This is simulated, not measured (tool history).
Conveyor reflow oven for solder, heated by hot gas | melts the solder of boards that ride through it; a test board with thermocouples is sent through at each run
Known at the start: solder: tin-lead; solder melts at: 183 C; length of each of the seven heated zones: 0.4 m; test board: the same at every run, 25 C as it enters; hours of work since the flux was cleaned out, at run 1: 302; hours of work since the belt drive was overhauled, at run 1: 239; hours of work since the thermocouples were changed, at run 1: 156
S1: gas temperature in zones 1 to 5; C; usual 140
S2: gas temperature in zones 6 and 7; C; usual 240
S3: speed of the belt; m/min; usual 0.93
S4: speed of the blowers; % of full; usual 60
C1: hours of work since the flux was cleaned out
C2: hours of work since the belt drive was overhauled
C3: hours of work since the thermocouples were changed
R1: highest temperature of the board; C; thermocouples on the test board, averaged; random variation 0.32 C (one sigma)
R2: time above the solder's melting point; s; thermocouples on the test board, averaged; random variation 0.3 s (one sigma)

{"run": 1, "hour": 0.0, "S1": 140, "S2": 240, "S3": 0.93, "S4": 60, "C1": 302, "C2": 239, "C3": 156, "R1": 219.4, "R2": 39.9}
{"run": 2, "hour": 20.3, "S1": 140, "S2": 240, "S3": 0.93, "S4": 60, "C1": 316, "C2": 253, "C3": 170, "R1": 219.3, "R2": 39.7}
{"run": 3, "hour": 38.0, "S1": 140, "S2": 240, "S3": 0.93, "S4": 60, "C1": 328, "C2": 265, "C3": 182, "R1": 219.2, "R2": 40}
{"run": 4, "hour": 61.8, "S1": 140, "S2": 240, "S3": 0.93, "S4": 60, "C1": 344, "C2": 281, "C3": 198, "R1": 218.8, "R2": 39.9}
{"run": 5, "hour": 84.2, "S1": 140, "S2": 240, "S3": 0.93, "S4": 60, "C1": 360, "C2": 297, "C3": 213, "R1": 219.4, "R2": 40.1}
{"run": 6, "hour": 98.3, "S1": 140, "S2": 229, "S3": 0.93, "S4": 60, "C1": 370, "C2": 306, "C3": 223, "R1": 210.7, "R2": 34.2}
{"run": 7, "hour": 119.4, "S1": 140, "S2": 229, "S3": 0.93, "S4": 60, "C1": 384, "C2": 321, "C3": 238, "R1": 210.4, "R2": 34.5}
{"run": 8, "hour": 133.3, "S1": 140, "S2": 229, "S3": 0.93, "S4": 60, "C1": 393, "C2": 330, "C3": 247, "R1": 210.3, "R2": 34.6}
{"hour": 146.1, "done": "flux residue cleaned out of gas plates and filters"}
{"run": 9, "hour": 151.8, "S1": 140, "S2": 229, "S3": 0.93, "S4": 60, "C1": 4, "C2": 340, "C3": 256, "R1": 210.8, "R2": 34.9}
{"run": 10, "hour": 173.4, "S1": 140, "S2": 240, "S3": 0.93, "S4": 86, "C1": 19, "C2": 355, "C3": 271, "R1": 226.5, "R2": 43.4}
{"run": 11, "hour": 201.3, "S1": 140, "S2": 240, "S3": 0.93, "S4": 86, "C1": 38, "C2": 374, "C3": 290, "R1": 225.9, "R2": 43.4}
{"run": 12, "hour": 218.8, "S1": 140, "S2": 240, "S3": 0.93, "S4": 86, "C1": 50, "C2": 386, "C3": 302, "R1": 225.6, "R2": 43}
{"run": 13, "hour": 234.6, "S1": 140, "S2": 240, "S3": 0.77, "S4": 86, "C1": 61, "C2": 397, "C3": 313, "R1": 230.9, "R2": 54.6}
{"run": 14, "hour": 257.7, "S1": 140, "S2": 240, "S3": 0.77, "S4": 86, "C1": 77, "C2": 412, "C3": 329, "R1": 231.2, "R2": 54.7}
{"run": 15, "hour": 271.4, "S1": 140, "S2": 240, "S3": 0.93, "S4": 60, "C1": 86, "C2": 422, "C3": 338, "R1": 219.4, "R2": 40.1}
{"run": 16, "hour": 294.3, "S1": 141, "S2": 242, "S3": 0.93, "S4": 60, "C1": 102, "C2": 438, "C3": 354, "R1": 221.1, "R2": 41.3}
{"run": 17, "hour": 309.1, "S1": 147, "S2": 240, "S3": 0.886, "S4": 64, "C1": 112, "C2": 448, "C3": 364, "R1": 223.7, "R2": 45.7}
{"run": 18, "hour": 338.9, "S1": 140, "S2": 239, "S3": 0.93, "S4": 83, "C1": 132, "C2": 468, "C3": 385, "R1": 224.3, "R2": 42.7}
{"run": 19, "hour": 366.4, "S1": 140, "S2": 239, "S3": 0.93, "S4": 83, "C1": 151, "C2": 487, "C3": 404, "R1": 224.2, "R2": 42.7}
{"run": 20, "hour": 391.2, "S1": 138, "S2": 252, "S3": 0.977, "S4": 52, "C1": 168, "C2": 504, "C3": 421, "R1": 223.8, "R2": 39.2}
{"run": 21, "hour": 416.2, "S1": 140, "S2": 235, "S3": 0.84, "S4": 83, "C1": 185, "C2": 521, "C3": 438, "R1": 224, "R2": 47.6}
{"run": 22, "hour": 439.8, "S1": 140, "S2": 234, "S3": 0.84, "S4": 74, "C1": 202, "C2": 537, "C3": 454, "R1": 221.3, "R2": 46}
{"run": 23, "hour": 454.0, "S1": 140, "S2": 234, "S3": 0.84, "S4": 74, "C1": 211, "C2": 547, "C3": 464, "R1": 221.3, "R2": 46.1}
{"run": 24, "hour": 467.7, "S1": 140, "S2": 234, "S3": 0.84, "S4": 74, "C1": 221, "C2": 557, "C3": 473, "R1": 220.9, "R2": 46.1}
{"run": 25, "hour": 493.9, "S1": 129, "S2": 240, "S3": 0.93, "S4": 60, "C1": 239, "C2": 575, "C3": 491, "R1": 217, "R2": 36.2}
{"run": 26, "hour": 516.4, "S1": 152, "S2": 235, "S3": 0.893, "S4": 69, "C1": 254, "C2": 590, "C3": 507, "R1": 221.2, "R2": 46.1}
{"run": 27, "hour": 542.5, "S1": 152, "S2": 235, "S3": 0.893, "S4": 69, "C1": 272, "C2": 608, "C3": 525, "R1": 221.2, "R2": 46}
{"run": 28, "hour": 570.8, "S1": 140, "S2": 244, "S3": 0.93, "S4": 60, "C1": 292, "C2": 627, "C3": 544, "R1": 222, "R2": 41.4}
{"run": 29, "hour": 596.7, "S1": 140, "S2": 244, "S3": 0.93, "S4": 60, "C1": 309, "C2": 645, "C3": 562, "R1": 222.4, "R2": 41.4}

5 ways to go on from here, each from the tool as it stands after run 29. What would each give?
{"run": "A", "hour": 616.3, "S1": 149, "S2": 244, "S3": 0.93, "S4": 56, "C1": 323, "C2": 659, "C3": 575, "R1": "?", "R2": "?"}
{"run": "B", "hour": 616.3, "S1": 127, "S2": 244, "S3": 0.93, "S4": 60, "C1": 323, "C2": 659, "C3": 575, "R1": "?", "R2": "?"}
{"run": "C", "hour": 616.3, "S1": 140, "S2": 240, "S3": 0.91, "S4": 60, "C1": 323, "C2": 659, "C3": 575, "R1": "?", "R2": "?"}
{"run": "D", "hour": 616.3, "S1": 145, "S2": 243, "S3": 0.93, "S4": 60, "C1": 323, "C2": 659, "C3": 575, "R1": "?", "R2": "?"}
{"run": "E", "hour": 616.3, "S1": 142, "S2": 240, "S3": 0.93, "S4": 60, "C1": 323, "C2": 659, "C3": 575, "R1": "?", "R2": "?"}

run=A R1=223.3 R2=44
run=B R1=219.9 R2=36.7
run=C R1=220.2 R2=41
run=D R1=223.5 R2=42.6
run=E R1=219.8 R2=40.7
Without the tool's hidden state the same runs would have given:
run=A R1=223.3 R2=44
run=B R1=219.9 R2=36.8
run=C R1=220.3 R2=41
run=D R1=223.5 R2=42.6
run=E R1=219.9 R2=40.7
